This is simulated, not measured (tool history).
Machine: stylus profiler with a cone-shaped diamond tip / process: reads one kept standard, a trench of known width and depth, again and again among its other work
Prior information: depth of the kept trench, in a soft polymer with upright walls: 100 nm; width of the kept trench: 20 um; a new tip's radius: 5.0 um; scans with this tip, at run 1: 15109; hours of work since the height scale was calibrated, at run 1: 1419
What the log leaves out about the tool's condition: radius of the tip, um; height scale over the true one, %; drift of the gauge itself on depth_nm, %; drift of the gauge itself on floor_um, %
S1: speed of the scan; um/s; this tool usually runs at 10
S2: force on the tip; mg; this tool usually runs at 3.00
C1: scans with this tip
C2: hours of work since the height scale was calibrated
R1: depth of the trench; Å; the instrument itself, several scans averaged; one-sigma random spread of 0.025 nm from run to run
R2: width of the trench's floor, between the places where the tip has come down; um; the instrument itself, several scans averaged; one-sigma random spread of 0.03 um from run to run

run,day,S1,S2,C1,C2,R1,R2
1,0.000,10,3.00,15109,1419,1023.7,17.31
2,3.196,10,3.00,15629,1467,1023.5,17.29
3,5.967,10,3.00,16080,1510,1023.7,17.31
4,9.454,10,3.00,16647,1563,1024.4,17.20
5,11.338,10,3.00,16954,1592,1024.0,17.27
6,14.592,10,3.00,17483,1642,1024.0,17.21
7,18.208,21,3.00,18072,1697,1024.4,17.15
# day 19.300: height scale calibrated on a step standard
8,20.562,21,3.00,18452,19,1019.9,17.11
9,23.638,21,3.00,18952,66,1020.3,17.14
10,26.175,21,3.00,19365,105,1020.4,17.13
11,29.121,21,3.00,19844,150,1020.4,17.12
12,32.671,3,3.00,20422,204,1020.3,17.17
13,36.633,4,3.88,21067,265,1024.1,17.12
14,38.938,19,7.43,21442,300,1037.1,17.05
15,41.379,8,5.51,21839,337,1030.3,17.08
16,44.654,22,6.81,22372,387,1035.1,17.02
17,46.875,4,6.81,22734,421,1034.9,17.08
18,50.700,8,7.84,23356,480,1038.6,17.04
19,53.512,4,1.65,23814,523,1014.8,17.02
20,56.217,5,6.09,24253,564,1033.0,17.07
21,58.775,8,4.51,24670,603,1028.0,16.99
22,61.950,2,4.51,25187,652,1027.9,17.04
23,65.383,39,7.37,25745,704,1038.0,16.84

3 options for the next run, each taken on its own from the tool as it stands now. Forecast them:
A,69.088,5,6.21,26348,761,?,?
B,69.088,10,1.42,26348,761,?,?
C,69.088,3,3.00,26348,761,?,?

run,R1,R2
A,1034.4,16.97
B,1014.1,16.88
C,1022.3,16.98
Without the tool's unlogged condition, the same runs would have read:
run,R1,R2
A,1031.9,18.02
B,1011.6,17.93
C,1019.8,18.03
